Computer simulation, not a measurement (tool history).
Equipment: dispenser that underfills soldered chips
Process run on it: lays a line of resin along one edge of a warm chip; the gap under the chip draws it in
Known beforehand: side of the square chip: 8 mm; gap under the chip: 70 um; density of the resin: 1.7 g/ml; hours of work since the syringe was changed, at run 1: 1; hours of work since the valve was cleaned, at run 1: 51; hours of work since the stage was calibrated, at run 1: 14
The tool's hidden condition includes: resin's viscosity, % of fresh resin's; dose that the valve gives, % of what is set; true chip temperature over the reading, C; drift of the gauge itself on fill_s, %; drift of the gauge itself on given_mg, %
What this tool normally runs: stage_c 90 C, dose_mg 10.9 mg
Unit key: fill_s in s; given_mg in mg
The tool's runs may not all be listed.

run	hour	stage_c	dose_mg	hours of work since the syringe was changed	hours of work since the valve was cleaned	hours of work since the stage was calibrated	fill_s	given_mg
1	0.0	90	10.9	1	51	14	23.9	10.72
2	4.7	90	10.9	5	54	18	30.5	10.71
# hour 12.6: new syringe of resin
3	13.1	90	10.9	0	59	23	20.6	10.69
# hour 22.6: dispensing valve cleaned and set on the balance
4	22.9	90	10.9	6	0	29	34.2	10.89
# hour 28.5: new syringe of resin
5	28.9	78	10.9	0	4	33	35.6	10.92
6	39.5	88	10.9	8	11	40	40.6	10.85
# hour 43.5: new syringe of resin
7	49.8	88	10.9	4	18	47	31.9	10.91
8	57.1	90	13.1	9	23	52	42.5	12.98
# hour 58.8: new syringe of resin
9	68.5	90	13.1	7	31	60	33.7	12.98
# hour 73.4: new syringe of resin
10	78.5	90	13.9	3	37	66	26.8	13.75
# hour 88.6: new syringe of resin
11	89.5	90	13.9	1	45	74	20.2	13.67
12	95.7	90	10.9	5	49	78	31.3	10.74
# hour 103.5: new syringe of resin
13	105.9	90	10.9	2	56	85	23.2	10.69
14	115.1	90	12.9	8	62	91	37.2	12.53
# hour 118.3: new syringe of resin
# hour 120.9: dispensing valve cleaned and set on the balance
15	126.3	90	12.8	5	4	98	29.3	12.70
# hour 134.1: new syringe of resin
16	134.6	90	12.8	0	9	103	20.0	12.76
17	141.3	90	12.8	5	14	108	29.5	12.74
# hour 149.0: new syringe of resin
18	153.0	90	10.9	3	21	115	25.3	10.77

Run 19 is up next; what results do you expect?
19	161.3	75	9.9	8	27	121	?	?

Run 19 came out at fill_s 79.9 s, given_mg 9.80 mg.
With no hidden state in the tool, this same run would have given fill_s 42.2 s, given_mg 9.90 mg.
